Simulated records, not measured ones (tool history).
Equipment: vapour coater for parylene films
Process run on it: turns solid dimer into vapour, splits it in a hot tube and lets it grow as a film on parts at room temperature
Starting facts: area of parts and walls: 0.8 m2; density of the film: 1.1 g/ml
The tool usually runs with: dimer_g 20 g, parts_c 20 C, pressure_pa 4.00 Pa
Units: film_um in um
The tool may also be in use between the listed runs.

run   hour  dimer_g  parts_c  pressure_pa  film_um
  1    0.0       20       20         4.00    11.75
  2   40.5       15       20         4.00     8.78
  3   78.4       15       20         4.00     8.61
  4  116.3       14       20         4.00     8.15
  5  150.4       20       20         4.00    11.49
  6  197.7       20       20         4.00    11.56
  7  230.1       20       20         4.00    11.32
  8  256.6       20       20         4.00    11.19
  9  301.2       20       21         4.00    10.82
 10  336.2       20       20         9.37     9.07
 11  381.3       20       20         4.95     9.95
 12  408.5       20       20         4.95     9.95
 13  453.3       20       18         7.66    10.03
 14  479.8       30       16         7.66    19.72
 15  507.2       30       16         7.66    20.14
 16  550.3       20       20        11.47    10.26
 17  576.2       20       20        11.47    10.11
 18  618.4        9       17        11.50     5.25
 19  639.8       28       20         7.61    15.26
 20  670.0       27       20         6.10    15.20
 21  710.0       35       20         4.00    21.55
 22  752.0       35       20         4.00    21.49
 23  787.2       30       15         4.00    22.85
 24  822.2       30       12         9.99    21.99

Missing from the log above: 2 entries noted between runs. For each, name the pair of listed runs it sits between and say how the tool's hidden condition differs from the listed run just before to the listed run just after:
In the gap between runs 9 and 10: trap's valve overhauled (hour 307.4)
  vapour lost through the trap's worn valve, %: 11 -> 16.8; true temperature of the parts over the reading, C: -0.63 -> -0.64
  what was measured, less what the result would be without the hidden state, film_um: -1.00 -> -1.53 um
In the gap between runs 13 and 14: trap's valve overhauled, once more (hour 460.0)
  vapour lost through the trap's worn valve, %: 18.5 -> 0.6; true temperature of the parts over the reading, C: -0.69 -> -0.7
  what was measured, less what the result would be without the hidden state, film_um: -1.91 -> +0.51 um

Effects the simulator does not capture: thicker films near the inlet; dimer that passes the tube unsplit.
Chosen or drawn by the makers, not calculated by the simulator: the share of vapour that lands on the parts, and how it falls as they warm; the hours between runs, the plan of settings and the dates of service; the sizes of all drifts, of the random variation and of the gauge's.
